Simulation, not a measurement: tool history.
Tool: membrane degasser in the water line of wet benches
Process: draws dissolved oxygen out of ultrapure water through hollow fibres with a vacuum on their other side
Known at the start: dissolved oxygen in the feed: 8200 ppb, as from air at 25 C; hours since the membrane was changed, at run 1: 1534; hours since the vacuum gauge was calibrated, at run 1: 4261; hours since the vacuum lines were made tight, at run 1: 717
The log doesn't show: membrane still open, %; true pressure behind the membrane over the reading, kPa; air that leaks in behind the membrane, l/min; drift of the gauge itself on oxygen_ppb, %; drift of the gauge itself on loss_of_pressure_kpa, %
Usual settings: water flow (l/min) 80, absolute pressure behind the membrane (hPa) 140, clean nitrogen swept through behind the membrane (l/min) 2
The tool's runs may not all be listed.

run,hour,water flow (l/min),absolute pressure behind the membrane (hPa),clean nitrogen swept through behind the membrane (l/min),hours since the membrane was changed,hours since the vacuum gauge was calibrated,hours since the vacuum lines were made tight,dissolved oxygen in the water behind the degasser (ppb),pressure that the water loses in the fibres (hPa)
1,0,80,140,2,1534,4261,717,883,282.3
2,32.6,80,140,2,1567,4293,750,878.1,280.7
3,79.6,80,140,2.3,1614,4340,797,806.1,281.9
4,116.3,80,140,2.3,1651,4377,833,803.6,281.6
5,155.8,80,140,2.3,1690,4416,873,802.5,281.2
6,199.6,80,140,2.3,1734,4460,917,803.5,281.5
7,231,80,140,2.3,1765,4492,948,804.2,280.2
8,279.3,80,140,2,1814,4540,996,881.1,282.3
9,340.8,80,140,2,1875,4601,1058,888.7,281.1
10,374.7,80,140,2,1909,4635,1092,881.2,279.6
11,438.6,80,140,2,1973,4699,1156,889.4,280.1
12,484.8,80,140,2,2019,4745,1202,883.4,280.1
13,511.5,53,140,2,2046,4772,1228,622.8,186.7
14,562.6,53,140,2,2097,4823,1280,623.6,188.2
15,620.2,53,140,2,2155,4881,1337,622.1,186.2
16,681.1,53,140,2,2215,4942,1398,623.4,187
17,744.2,107,207,5.32,2279,5005,1461,852,377.4
18,787,107,207,5.32,2321,5048,1504,856.7,375.1
19,812.6,107,207,5.32,2347,5073,1530,853.2,376.9
20,852.1,107,162,1.05,2386,5113,1569,1865.9,377.1
21,882.2,107,162,1.05,2417,5143,1599,1867.8,378.3
22,945.2,54,258,0.85,2479,5206,1662,2127.7,190.2
23,999,59,258,1.9,2533,5260,1716,1331.5,209.4
# hour 1003.2: vacuum gauge calibrated
24,1056.2,76,240,0.95,2590,53,1773,2307.5,266.7
25,1116.3,76,240,0.95,2650,113,1833,2298.8,269.6
# hour 1164.9: vacuum gauge calibrated, once more
26,1165.5,76,240,0.95,2699,1,1882,2266.2,270.1
27,1227.4,114,240,1.16,2761,63,1943,2575.8,401.9
28,1288.2,114,240,1.16,2822,123,2004,2564.7,405.3
29,1338.7,124,217,2.42,2872,174,2055,1663.2,436.6
30,1383.7,80,143,3.09,2917,219,2100,659.8,283
31,1441.1,80,163,3.09,2974,276,2157,754.2,280.2
32,1504.3,49,145,2.81,3038,339,2220,456.2,171.2

Forecast each of these 3 alternatives for the next run:
A,1529.9,69,89,2,3063,365,2246,?,?
B,1529.9,66,94,1.14,3063,365,2246,?,?
C,1529.9,80,193,2.97,3063,365,2246,?,?

run,dissolved oxygen in the water behind the degasser (ppb),pressure that the water loses in the fibres (hPa)
A,447.9,243.5
B,674.2,234
C,919.5,283.8
Without the tool's hidden state the same runs would have given:
run,dissolved oxygen in the water behind the degasser (ppb),pressure that the water loses in the fibres (hPa)
A,442.5,239.1
B,669.5,229.8
C,913.2,278.7
